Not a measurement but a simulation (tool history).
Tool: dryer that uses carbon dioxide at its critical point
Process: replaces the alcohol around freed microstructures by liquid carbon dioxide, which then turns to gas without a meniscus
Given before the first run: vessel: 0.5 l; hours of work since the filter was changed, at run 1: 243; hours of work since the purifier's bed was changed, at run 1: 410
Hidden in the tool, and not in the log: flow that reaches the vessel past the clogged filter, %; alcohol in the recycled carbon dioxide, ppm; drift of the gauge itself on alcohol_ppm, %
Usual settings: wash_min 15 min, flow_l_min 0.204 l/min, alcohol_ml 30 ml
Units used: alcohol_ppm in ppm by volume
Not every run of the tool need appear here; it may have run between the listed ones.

run,hour,wash_min,flow_l_min,alcohol_ml,hours of work since the filter was changed,hours of work since the purifier's bed was changed,alcohol_ppm
1,0,15,0.204,30,243,410,390
# hour 3.8: inlet filter changed
2,24.7,15,0.181,30,7,417,502
3,58.5,15,0.181,30,18,428,509
4,89.7,12,0.204,30,28,439,763
5,105.5,12,0.204,30,33,444,752
6,138.3,10,0.204,30,44,455,1491
7,162.5,15,0.204,27,52,462,329
8,177.5,15,0.204,30,57,467,354
9,211.2,15,0.204,30,68,478,353
10,231.8,15,0.204,30,75,485,354
11,261,15,0.204,30,84,495,355
12,297,13,0.205,30,96,507,601
13,318.8,18,0.125,22,103,514,900
14,350.5,15,0.204,27,113,524,366
15,371.7,13,0.182,64,120,531,1896
16,399.2,20,0.184,21,129,540,216
17,429.8,20,0.184,21,139,550,218
18,460.2,20,0.171,21,149,560,259

Across each entry between runs, compare the hidden state at the last listed run before it with the hidden state at the first listed run after it:
Between runs 1 and 2: inlet filter changed (hour 3.8)
  flow that reaches the vessel past the clogged filter, %: 93.4 -> 99.3; alcohol in the recycled carbon dioxide, ppm: 119.3 -> 121.3
  difference, measured minus the result without the unlogged condition, alcohol_ppm: +198 -> +130 ppm by volume
